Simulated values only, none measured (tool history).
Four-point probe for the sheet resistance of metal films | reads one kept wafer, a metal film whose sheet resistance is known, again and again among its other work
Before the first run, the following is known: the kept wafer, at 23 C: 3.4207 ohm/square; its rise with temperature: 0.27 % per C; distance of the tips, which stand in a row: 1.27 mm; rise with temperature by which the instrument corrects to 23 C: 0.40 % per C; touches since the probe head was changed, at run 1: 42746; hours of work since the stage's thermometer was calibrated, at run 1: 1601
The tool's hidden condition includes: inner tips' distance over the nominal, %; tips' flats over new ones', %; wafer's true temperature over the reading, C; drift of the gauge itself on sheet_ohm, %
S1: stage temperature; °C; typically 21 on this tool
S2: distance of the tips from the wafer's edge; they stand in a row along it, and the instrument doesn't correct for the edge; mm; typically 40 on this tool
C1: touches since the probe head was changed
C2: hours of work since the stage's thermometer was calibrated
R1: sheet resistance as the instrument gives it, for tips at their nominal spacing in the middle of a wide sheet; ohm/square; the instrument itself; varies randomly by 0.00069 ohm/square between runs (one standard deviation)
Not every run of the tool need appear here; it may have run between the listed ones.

run	hour	S1	S2	C1	C2	R1
1	0.0	21	40	42746	1601	3.407116
2	26.9	32	40	43850	1622	3.361263
3	64.9	21	40	45406	1652	3.407241
4	98.5	21	40	46785	1679	3.406447
5	121.6	21	40	47731	1697	3.405691
6	158.7	21	40	49254	1726	3.406263

Run 7 is up next; what results do you expect?
7	198.6	21	40	50889	1758	?

R1: 3.405953 ohm/square
The same run, on a tool lacking any hidden state, would have yielded R1 3.431104 ohm/square.

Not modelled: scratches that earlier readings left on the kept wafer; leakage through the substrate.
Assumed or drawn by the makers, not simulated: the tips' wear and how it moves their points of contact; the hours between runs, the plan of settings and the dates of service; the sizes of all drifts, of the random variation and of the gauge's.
